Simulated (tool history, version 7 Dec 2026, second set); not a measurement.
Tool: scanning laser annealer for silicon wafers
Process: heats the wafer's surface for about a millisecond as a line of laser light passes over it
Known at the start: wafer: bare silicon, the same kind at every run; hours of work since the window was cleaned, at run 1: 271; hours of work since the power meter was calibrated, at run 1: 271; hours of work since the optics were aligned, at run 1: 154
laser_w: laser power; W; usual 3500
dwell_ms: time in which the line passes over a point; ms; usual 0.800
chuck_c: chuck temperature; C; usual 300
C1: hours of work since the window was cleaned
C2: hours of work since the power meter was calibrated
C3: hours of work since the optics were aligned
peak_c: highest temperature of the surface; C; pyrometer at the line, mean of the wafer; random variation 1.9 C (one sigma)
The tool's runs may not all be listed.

{"run": 1, "hour": 0.0, "laser_w": 3500, "dwell_ms": 0.8, "chuck_c": 300, "C1": 271, "C2": 271, "C3": 154, "peak_c": 1095}
{"run": 2, "hour": 29.6, "laser_w": 3500, "dwell_ms": 0.8, "chuck_c": 300, "C1": 294, "C2": 294, "C3": 177, "peak_c": 1097}
{"run": 3, "hour": 64.5, "laser_w": 3500, "dwell_ms": 0.8, "chuck_c": 300, "C1": 322, "C2": 322, "C3": 205, "peak_c": 1091}
{"run": 4, "hour": 99.9, "laser_w": 3500, "dwell_ms": 0.8, "chuck_c": 300, "C1": 350, "C2": 350, "C3": 233, "peak_c": 1089}
{"run": 5, "hour": 136.5, "laser_w": 3500, "dwell_ms": 0.8, "chuck_c": 300, "C1": 379, "C2": 379, "C3": 262, "peak_c": 1088}
{"run": 6, "hour": 178.0, "laser_w": 3500, "dwell_ms": 0.8, "chuck_c": 300, "C1": 412, "C2": 412, "C3": 295, "peak_c": 1084}
{"hour": 197.2, "done": "window over the wafer cleaned"}
{"run": 7, "hour": 220.1, "laser_w": 3500, "dwell_ms": 0.8, "chuck_c": 311, "C1": 18, "C2": 444, "C3": 327, "peak_c": 1110}
{"run": 8, "hour": 247.4, "laser_w": 2975, "dwell_ms": 0.8, "chuck_c": 300, "C1": 40, "C2": 466, "C3": 349, "peak_c": 944}
{"run": 9, "hour": 286.8, "laser_w": 2975, "dwell_ms": 0.8, "chuck_c": 300, "C1": 71, "C2": 498, "C3": 380, "peak_c": 938}
{"run": 10, "hour": 313.9, "laser_w": 2975, "dwell_ms": 0.8, "chuck_c": 300, "C1": 93, "C2": 519, "C3": 402, "peak_c": 942}
{"run": 11, "hour": 352.2, "laser_w": 2975, "dwell_ms": 0.8, "chuck_c": 300, "C1": 123, "C2": 550, "C3": 432, "peak_c": 938}
{"run": 12, "hour": 375.1, "laser_w": 2975, "dwell_ms": 0.8, "chuck_c": 300, "C1": 142, "C2": 568, "C3": 451, "peak_c": 937}
{"run": 13, "hour": 417.2, "laser_w": 3361, "dwell_ms": 0.8, "chuck_c": 300, "C1": 175, "C2": 601, "C3": 484, "peak_c": 1047}
{"run": 14, "hour": 450.8, "laser_w": 3671, "dwell_ms": 0.8, "chuck_c": 300, "C1": 202, "C2": 628, "C3": 511, "peak_c": 1136}
{"run": 15, "hour": 480.9, "laser_w": 3500, "dwell_ms": 0.8, "chuck_c": 300, "C1": 226, "C2": 652, "C3": 535, "peak_c": 1081}
{"run": 16, "hour": 501.0, "laser_w": 3500, "dwell_ms": 0.8, "chuck_c": 300, "C1": 242, "C2": 668, "C3": 551, "peak_c": 1083}
{"run": 17, "hour": 519.7, "laser_w": 3478, "dwell_ms": 0.8, "chuck_c": 300, "C1": 257, "C2": 683, "C3": 566, "peak_c": 1076}
{"run": 18, "hour": 560.4, "laser_w": 3478, "dwell_ms": 0.8, "chuck_c": 300, "C1": 289, "C2": 715, "C3": 598, "peak_c": 1070}
{"run": 19, "hour": 591.0, "laser_w": 3478, "dwell_ms": 0.8, "chuck_c": 300, "C1": 314, "C2": 740, "C3": 622, "peak_c": 1068}
{"run": 20, "hour": 610.9, "laser_w": 3478, "dwell_ms": 0.8, "chuck_c": 300, "C1": 329, "C2": 756, "C3": 638, "peak_c": 1069}
{"run": 21, "hour": 653.1, "laser_w": 3474, "dwell_ms": 0.8, "chuck_c": 300, "C1": 363, "C2": 789, "C3": 672, "peak_c": 1069}
{"run": 22, "hour": 692.4, "laser_w": 3454, "dwell_ms": 0.621, "chuck_c": 300, "C1": 394, "C2": 820, "C3": 703, "peak_c": 953}
{"run": 23, "hour": 722.9, "laser_w": 3500, "dwell_ms": 0.624, "chuck_c": 294, "C1": 419, "C2": 845, "C3": 728, "peak_c": 961}
{"hour": 735.6, "done": "window over the wafer cleaned"}
{"run": 24, "hour": 752.0, "laser_w": 3500, "dwell_ms": 0.624, "chuck_c": 294, "C1": 13, "C2": 866, "C3": 749, "peak_c": 972}
{"hour": 759.7, "done": "optics aligned, line set to its width"}
{"run": 25, "hour": 781.4, "laser_w": 2976, "dwell_ms": 0.8, "chuck_c": 323, "C1": 32, "C2": 886, "C3": 17, "peak_c": 950}
{"run": 26, "hour": 814.1, "laser_w": 3202, "dwell_ms": 0.876, "chuck_c": 312, "C1": 59, "C2": 912, "C3": 43, "peak_c": 1036}
{"run": 27, "hour": 855.4, "laser_w": 3699, "dwell_ms": 0.8, "chuck_c": 278, "C1": 91, "C2": 945, "C3": 76, "peak_c": 1108}
{"run": 28, "hour": 882.3, "laser_w": 3119, "dwell_ms": 0.8, "chuck_c": 312, "C1": 113, "C2": 966, "C3": 98, "peak_c": 974}
{"hour": 901.8, "done": "optics aligned, line set to its width, once more"}
{"run": 29, "hour": 914.6, "laser_w": 3119, "dwell_ms": 0.8, "chuck_c": 312, "C1": 135, "C2": 988, "C3": 10, "peak_c": 999}
{"run": 30, "hour": 950.9, "laser_w": 3119, "dwell_ms": 0.8, "chuck_c": 312, "C1": 163, "C2": 1017, "C3": 39, "peak_c": 995}
{"run": 31, "hour": 973.0, "laser_w": 3692, "dwell_ms": 0.8, "chuck_c": 300, "C1": 181, "C2": 1034, "C3": 57, "peak_c": 1157}
{"run": 32, "hour": 1007.0, "laser_w": 2984, "dwell_ms": 0.87, "chuck_c": 281, "C1": 208, "C2": 1061, "C3": 84, "peak_c": 956}
{"run": 33, "hour": 1026.4, "laser_w": 2984, "dwell_ms": 0.87, "chuck_c": 281, "C1": 224, "C2": 1077, "C3": 99, "peak_c": 957}
{"run": 34, "hour": 1067.6, "laser_w": 2984, "dwell_ms": 0.87, "chuck_c": 281, "C1": 256, "C2": 1110, "C3": 132, "peak_c": 950}
{"run": 35, "hour": 1092.1, "laser_w": 3302, "dwell_ms": 0.783, "chuck_c": 300, "C1": 276, "C2": 1129, "C3": 152, "peak_c": 1021}
{"run": 36, "hour": 1125.3, "laser_w": 3302, "dwell_ms": 0.783, "chuck_c": 300, "C1": 302, "C2": 1156, "C3": 178, "peak_c": 1021}
{"run": 37, "hour": 1143.0, "laser_w": 3500, "dwell_ms": 0.8, "chuck_c": 283, "C1": 316, "C2": 1170, "C3": 192, "peak_c": 1068}
{"run": 38, "hour": 1177.6, "laser_w": 3028, "dwell_ms": 0.882, "chuck_c": 330, "C1": 344, "C2": 1197, "C3": 220, "peak_c": 1012}
{"run": 39, "hour": 1199.1, "laser_w": 3604, "dwell_ms": 0.682, "chuck_c": 330, "C1": 361, "C2": 1214, "C3": 237, "peak_c": 1074}
{"run": 40, "hour": 1217.7, "laser_w": 3500, "dwell_ms": 0.8, "chuck_c": 309, "C1": 376, "C2": 1229, "C3": 252, "peak_c": 1087}
{"run": 41, "hour": 1239.7, "laser_w": 3500, "dwell_ms": 0.886, "chuck_c": 288, "C1": 393, "C2": 1247, "C3": 269, "peak_c": 1113}

Measured less the same run without the tool's hidden state. The same run-to-run variation is in both; the gauge's scatter may not be:
The hidden state here: light that passes the window, % of a clean one's; laser's true power over the reading, %; width of the line over the set one, %; drift of the gauge itself on peak_c, C.
run=1 peak_c=-21
run=2 peak_c=-23
run=3 peak_c=-25
run=4 peak_c=-28
run=5 peak_c=-29
run=6 peak_c=-33
run=7 peak_c=-16
run=8 peak_c=-15
run=9 peak_c=-16
run=10 peak_c=-18
run=11 peak_c=-20
run=12 peak_c=-21
run=13 peak_c=-27
run=14 peak_c=-33
run=15 peak_c=-33
run=16 peak_c=-34
run=17 peak_c=-35
run=18 peak_c=-37
run=19 peak_c=-39
run=20 peak_c=-41
run=21 peak_c=-43
run=22 peak_c=-39
run=23 peak_c=-42
run=24 peak_c=-29
run=25 peak_c=-32
run=26 peak_c=-40
run=27 peak_c=-48
run=28 peak_c=-40
run=29 peak_c=-13
run=30 peak_c=-15
run=31 peak_c=-21
run=32 peak_c=-18
run=33 peak_c=-20
run=34 peak_c=-22
run=35 peak_c=-25
run=36 peak_c=-27
run=37 peak_c=-30
run=38 peak_c=-28
run=39 peak_c=-32
run=40 peak_c=-36
run=41 peak_c=-39

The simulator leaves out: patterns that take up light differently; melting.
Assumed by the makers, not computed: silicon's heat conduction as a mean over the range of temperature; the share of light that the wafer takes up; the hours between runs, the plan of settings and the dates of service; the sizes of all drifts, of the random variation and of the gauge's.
